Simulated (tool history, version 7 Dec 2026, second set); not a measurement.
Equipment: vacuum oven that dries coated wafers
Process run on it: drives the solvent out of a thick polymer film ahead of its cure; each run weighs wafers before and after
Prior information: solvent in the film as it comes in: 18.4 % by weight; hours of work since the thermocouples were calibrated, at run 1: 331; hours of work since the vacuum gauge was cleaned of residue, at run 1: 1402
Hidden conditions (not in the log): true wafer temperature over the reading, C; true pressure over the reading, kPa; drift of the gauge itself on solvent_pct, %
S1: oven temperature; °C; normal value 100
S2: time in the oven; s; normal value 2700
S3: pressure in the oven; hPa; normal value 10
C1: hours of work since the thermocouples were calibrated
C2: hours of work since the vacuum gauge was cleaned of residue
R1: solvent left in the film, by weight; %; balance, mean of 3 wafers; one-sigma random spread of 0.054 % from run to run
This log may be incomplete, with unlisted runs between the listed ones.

{"run": 1, "hour": 0.0, "S1": 100, "S2": 2700, "S3": 10, "C1": 331, "C2": 1402, "R1": 3.06}
{"run": 2, "hour": 31.1, "S1": 100, "S2": 2700, "S3": 9.3, "C1": 348, "C2": 1418, "R1": 2.95}
{"run": 3, "hour": 77.0, "S1": 100, "S2": 2700, "S3": 9.3, "C1": 373, "C2": 1443, "R1": 3.08}
{"run": 4, "hour": 112.8, "S1": 100, "S2": 2700, "S3": 9.3, "C1": 392, "C2": 1462, "R1": 2.94}
{"run": 5, "hour": 166.2, "S1": 88, "S2": 2700, "S3": 9.3, "C1": 420, "C2": 1491, "R1": 6.41}
{"run": 6, "hour": 225.5, "S1": 88, "S2": 2700, "S3": 9.3, "C1": 452, "C2": 1522, "R1": 6.54}
{"run": 7, "hour": 284.8, "S1": 88, "S2": 2700, "S3": 5.7, "C1": 484, "C2": 1554, "R1": 5.86}
{"run": 8, "hour": 319.2, "S1": 100, "S2": 3480, "S3": 10, "C1": 502, "C2": 1572, "R1": 2.87}
{"hour": 357.8, "done": "vacuum gauge cleaned of residue and calibrated"}
{"run": 9, "hour": 362.4, "S1": 100, "S2": 2700, "S3": 10, "C1": 524, "C2": 2, "R1": 3.68}
{"run": 10, "hour": 431.2, "S1": 100, "S2": 2700, "S3": 10, "C1": 561, "C2": 39, "R1": 3.8}
{"run": 11, "hour": 465.2, "S1": 90, "S2": 2700, "S3": 10, "C1": 579, "C2": 57, "R1": 6.74}
{"run": 12, "hour": 523.4, "S1": 90, "S2": 2700, "S3": 10, "C1": 611, "C2": 89, "R1": 6.76}
{"run": 13, "hour": 585.1, "S1": 93, "S2": 2160, "S3": 9.2, "C1": 643, "C2": 122, "R1": 6.44}
{"run": 14, "hour": 628.0, "S1": 93, "S2": 2160, "S3": 9.2, "C1": 666, "C2": 144, "R1": 6.49}
{"hour": 687.7, "done": "vacuum gauge cleaned of residue and calibrated, once more"}
{"run": 15, "hour": 694.9, "S1": 106, "S2": 1920, "S3": 30.7, "C1": 701, "C2": 4, "R1": 4.81}
{"run": 16, "hour": 747.2, "S1": 100, "S2": 3000, "S3": 13, "C1": 729, "C2": 32, "R1": 2.72}
{"run": 17, "hour": 785.2, "S1": 100, "S2": 3000, "S3": 13, "C1": 750, "C2": 52, "R1": 2.76}
{"run": 18, "hour": 823.4, "S1": 85, "S2": 1560, "S3": 8.8, "C1": 770, "C2": 73, "R1": 9.25}
{"run": 19, "hour": 881.2, "S1": 85, "S2": 1560, "S3": 8.8, "C1": 801, "C2": 103, "R1": 9.18}
{"run": 20, "hour": 944.2, "S1": 100, "S2": 4680, "S3": 5.8, "C1": 835, "C2": 137, "R1": 1.18}
{"run": 21, "hour": 999.7, "S1": 100, "S2": 4680, "S3": 8.4, "C1": 864, "C2": 167, "R1": 1.55}

Forecast each of these 3 alternatives for the next run:
{"hour": 1040.9, "done": "oven's thermocouples calibrated"}
{"run": "A", "hour": 1045.9, "S1": 100, "S2": 2940, "S3": 6.8, "C1": 3, "C2": 190, "R1": "?"}
{"hour": 1040.9, "done": "oven's thermocouples calibrated"}
{"run": "B", "hour": 1045.9, "S1": 93, "S2": 3600, "S3": 8.4, "C1": 3, "C2": 190, "R1": "?"}
{"hour": 1040.9, "done": "oven's thermocouples calibrated"}
{"run": "C", "hour": 1045.9, "S1": 100, "S2": 1980, "S3": 36.1, "C1": 3, "C2": 190, "R1": "?"}

run=A R1=1.54
run=B R1=2.43
run=C R1=6.59
Take away the tool's hidden state, keep each run's random variation, and the runs would have read:
run=A R1=1.46
run=B R1=2.33
run=C R1=6.51
